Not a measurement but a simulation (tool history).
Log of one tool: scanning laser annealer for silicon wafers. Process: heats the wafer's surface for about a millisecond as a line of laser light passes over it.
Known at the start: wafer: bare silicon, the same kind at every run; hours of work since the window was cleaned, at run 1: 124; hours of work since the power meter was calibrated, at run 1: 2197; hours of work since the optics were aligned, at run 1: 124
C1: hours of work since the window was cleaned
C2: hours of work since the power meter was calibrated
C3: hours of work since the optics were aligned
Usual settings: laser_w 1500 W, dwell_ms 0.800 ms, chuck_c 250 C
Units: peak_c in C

{"run": 1, "day": 0.0, "laser_w": 1500, "dwell_ms": 0.8, "chuck_c": 250, "C1": 124, "C2": 2197, "C3": 124, "peak_c": 1020}
{"run": 2, "day": 2.075, "laser_w": 1500, "dwell_ms": 0.8, "chuck_c": 250, "C1": 154, "C2": 2228, "C3": 154, "peak_c": 1016}
{"run": 3, "day": 5.288, "laser_w": 1500, "dwell_ms": 0.8, "chuck_c": 250, "C1": 201, "C2": 2275, "C3": 201, "peak_c": 1013}
{"run": 4, "day": 7.146, "laser_w": 1500, "dwell_ms": 0.8, "chuck_c": 250, "C1": 228, "C2": 2302, "C3": 228, "peak_c": 1010}
{"run": 5, "day": 8.962, "laser_w": 1500, "dwell_ms": 0.8, "chuck_c": 250, "C1": 255, "C2": 2328, "C3": 255, "peak_c": 1005}
{"run": 6, "day": 12.233, "laser_w": 1458, "dwell_ms": 0.665, "chuck_c": 239, "C1": 303, "C2": 2376, "C3": 303, "peak_c": 901}
{"run": 7, "day": 16.121, "laser_w": 1500, "dwell_ms": 0.685, "chuck_c": 250, "C1": 360, "C2": 2433, "C3": 360, "peak_c": 946}
{"run": 8, "day": 19.108, "laser_w": 1303, "dwell_ms": 0.8, "chuck_c": 273, "C1": 403, "C2": 2477, "C3": 403, "peak_c": 888}
{"run": 9, "day": 22.308, "laser_w": 1500, "dwell_ms": 0.74, "chuck_c": 223, "C1": 450, "C2": 2524, "C3": 450, "peak_c": 939}
{"run": 10, "day": 25.904, "laser_w": 1500, "dwell_ms": 0.82, "chuck_c": 250, "C1": 503, "C2": 2576, "C3": 503, "peak_c": 998}

Forecast each of these 5 alternatives for the next run:
{"run": "A", "day": 28.417, "laser_w": 1500, "dwell_ms": 0.907, "chuck_c": 241, "C1": 539, "C2": 2613, "C3": 539, "peak_c": "?"}
{"run": "B", "day": 28.417, "laser_w": 1500, "dwell_ms": 0.762, "chuck_c": 221, "C1": 539, "C2": 2613, "C3": 539, "peak_c": "?"}
{"run": "C", "day": 28.417, "laser_w": 1574, "dwell_ms": 0.855, "chuck_c": 239, "C1": 539, "C2": 2613, "C3": 539, "peak_c": "?"}
{"run": "D", "day": 28.417, "laser_w": 1624, "dwell_ms": 0.858, "chuck_c": 250, "C1": 539, "C2": 2613, "C3": 539, "peak_c": "?"}
{"run": "E", "day": 28.417, "laser_w": 1398, "dwell_ms": 0.697, "chuck_c": 284, "C1": 539, "C2": 2613, "C3": 539, "peak_c": "?"}

run=A peak_c=1028
run=B peak_c=941
run=C peak_c=1052
run=D peak_c=1103
run=E peak_c=910
Without the tool's hidden state the same runs would have given:
run=A peak_c=1058
run=B peak_c=969
run=C peak_c=1084
run=D peak_c=1136
run=E peak_c=935

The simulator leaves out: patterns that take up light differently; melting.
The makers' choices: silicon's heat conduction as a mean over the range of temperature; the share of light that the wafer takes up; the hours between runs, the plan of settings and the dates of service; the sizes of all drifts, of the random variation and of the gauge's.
